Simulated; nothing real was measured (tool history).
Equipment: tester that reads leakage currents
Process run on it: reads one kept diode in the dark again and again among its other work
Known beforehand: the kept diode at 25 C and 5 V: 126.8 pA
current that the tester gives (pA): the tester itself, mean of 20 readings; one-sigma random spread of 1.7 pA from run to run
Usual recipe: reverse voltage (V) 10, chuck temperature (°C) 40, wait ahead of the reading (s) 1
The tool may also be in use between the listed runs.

run	hour	reverse voltage (V)	chuck temperature (°C)	wait ahead of the reading (s)	current that the tester gives (pA)
1	0	10	40	1	551.62
2	71.8	10	40	1	549.59
3	108.9	10	40	1	550.89
4	188.7	10	40	1	549.38
# hour 195.2: tester calibrated
5	273.2	10	52	1	1259.95
6	330.4	10	52	1	1265.94
7	403.7	10	52	1	1258.34
8	453.8	10	32	1	303.51
9	508.5	10	32	1	306
10	567.2	10	40	1	552.11
11	630.6	10	40	1	551.36
12	688.7	10	40	1	550.33
13	762.2	6.4	40	0.35	441.52
# hour 833.2: chuck's temperature calibrated
14	839.8	6.4	40	0.35	442.79
15	925.3	2.8	40	1	296.12
16	971.2	1.7	21	2.27	54.69
17	1033.9	10	40	1.83	552.68
18	1095.9	10	24	3.07	164.89
19	1168	1.9	40	1	245.54
20	1253.7	1.5	21	8.41	51.7
21	1307.4	10.7	40	2.34	569.12
22	1360.4	10	39	1	510.05
23	1433.3	10	39	1	508.61

Here are 3 independent what-if runs from the current tool condition. What would each one return?
A	1494.9	13.2	39	0.38	?
B	1494.9	8.1	24	1	?
C	1494.9	10	39	0.93	?

run	current that the tester gives (pA)
A	584.64
B	148.13
C	511.59
Had the tool no hidden state, the same runs would have come out as:
run	current that the tester gives (pA)
A	585.32
B	148.3
C	512.2
